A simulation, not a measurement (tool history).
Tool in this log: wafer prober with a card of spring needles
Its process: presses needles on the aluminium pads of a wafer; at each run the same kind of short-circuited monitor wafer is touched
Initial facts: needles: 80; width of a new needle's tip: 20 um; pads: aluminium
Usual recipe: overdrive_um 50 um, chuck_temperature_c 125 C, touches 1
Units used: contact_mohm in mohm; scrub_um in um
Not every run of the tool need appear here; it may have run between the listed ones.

run	hour	overdrive_um	chuck_temperature_c	touches	contact_mohm	scrub_um
1	0.0	50	125	1	260	6.190
2	22.8	37	125	1	268	4.572
3	39.9	37	125	1	263	4.576
# hour 41.6: tips cleaned on abrasive film
4	67.9	50	125	1	255	6.161
# hour 82.9: tips cleaned on abrasive film
5	89.7	50	83	1	246	6.159
6	115.8	50	83	1	254	6.148
# hour 125.7: tips cleaned on abrasive film
7	132.8	50	83	1	249	6.143
8	156.2	50	83	2	249	6.141
# hour 167.6: tips cleaned on abrasive film
9	179.8	65	83	2	246	7.972
10	197.9	50	38	1	238	6.124
# hour 208.7: tips cleaned on abrasive film
11	216.8	50	125	1	258	6.119
12	244.4	50	125	1	259	6.107
# hour 250.7: tips cleaned on abrasive film
13	262.4	50	125	1	259	6.111
14	286.3	50	125	1	259	6.098
# hour 289.1: height of the first contact set anew
# hour 292.8: tips cleaned on abrasive film
15	304.1	50	29	1	236	6.094
16	326.2	50	125	1	262	6.092
# hour 334.0: tips cleaned on abrasive film
17	349.7	50	99	1	253	6.079
# hour 375.3: tips cleaned on abrasive film
18	375.3	43	99	1	253	5.214
19	397.6	43	70	3	246	5.227
20	409.8	33	31	2	242	4.000
# hour 417.5: tips cleaned on abrasive film
21	434.8	50	125	2	256	6.058
# hour 459.9: tips cleaned on abrasive film
22	460.1	35	27	1	237	4.239
23	476.6	35	27	2	242	4.230
# hour 492.9: gauge calibrated
24	492.9	31	27	3	240	3.818
# hour 501.0: tips cleaned on abrasive film
25	521.7	32	50	1	246	3.948
# hour 542.2: tips cleaned on abrasive film
26	548.9	33	98	2	264	4.071
27	571.8	33	98	2	256	4.062
# hour 583.3: tips cleaned on abrasive film
28	594.3	48	121	2	259	5.900
29	619.5	38	48	1	246	4.673
# hour 624.5: tips cleaned on abrasive film
30	648.4	64	30	2	229	7.849
# hour 665.5: tips cleaned on abrasive film
31	671.4	64	30	2	229	7.851
# hour 677.2: height of the first contact set anew
32	686.2	50	80	2	248	6.136
33	704.8	50	80	2	245	6.125
# hour 706.7: tips cleaned on abrasive film
34	717.8	50	80	2	247	6.117

What if the next run were any one of these 3? Each begins from the tool's condition after run 34:
A	733.1	69	27	1	?	?
B	733.1	60	41	2	?	?
C	733.1	61	80	2	?	?

run	contact_mohm	scrub_um
A	233	8.437
B	236	7.331
C	249	7.457
Take away the tool's hidden state, keep each run's random variation, and the runs would have read:
run	contact_mohm	scrub_um
A	233	8.537
B	236	7.418
C	248	7.545
